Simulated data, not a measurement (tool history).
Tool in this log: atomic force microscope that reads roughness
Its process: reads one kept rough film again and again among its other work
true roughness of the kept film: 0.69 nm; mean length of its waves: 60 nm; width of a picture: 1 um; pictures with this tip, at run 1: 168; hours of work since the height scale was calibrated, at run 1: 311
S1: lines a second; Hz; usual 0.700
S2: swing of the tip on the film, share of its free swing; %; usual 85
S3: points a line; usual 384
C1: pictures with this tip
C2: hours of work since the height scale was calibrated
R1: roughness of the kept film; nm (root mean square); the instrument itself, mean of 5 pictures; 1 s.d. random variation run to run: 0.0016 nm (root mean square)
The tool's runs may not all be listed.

| run | hour | S1 | S2 | S3 | C1 | C2 | R1 |
|---|---|---|---|---|---|---|---|
| 1 | 0.0 | 0.700 | 85 | 384 | 168 | 311 | 0.634 |
|  | 20.0 | new tip fitted |
| 2 | 43.1 | 0.700 | 85 | 384 | 31 | 332 | 0.634 |
| 3 | 102.5 | 0.700 | 85 | 384 | 109 | 361 | 0.634 |
| 4 | 138.8 | 0.700 | 85 | 384 | 157 | 378 | 0.634 |
|  | 166.9 | new tip fitted |
| 5 | 171.6 | 1.692 | 85 | 384 | 6 | 394 | 0.574 |
| 6 | 226.7 | 1.209 | 85 | 384 | 79 | 420 | 0.603 |
| 7 | 273.3 | 1.209 | 85 | 384 | 140 | 443 | 0.604 |
|  | 315.2 | new tip fitted |
| 8 | 324.4 | 1.209 | 85 | 384 | 12 | 467 | 0.600 |
| 9 | 365.1 | 0.557 | 62 | 299 | 66 | 487 | 0.669 |
| 10 | 424.8 | 0.557 | 62 | 299 | 145 | 515 | 0.670 |

Run 11 has not been measured yet. What should we expect?
|  | 460.8 | new tip fitted |
| 11 | 485.4 | 0.557 | 62 | 299 | 33 | 544 | ? |

R1: 0.670 nm (root mean square)
With no hidden state in the tool, this same run would have given R1 0.670 nm (root mean square).
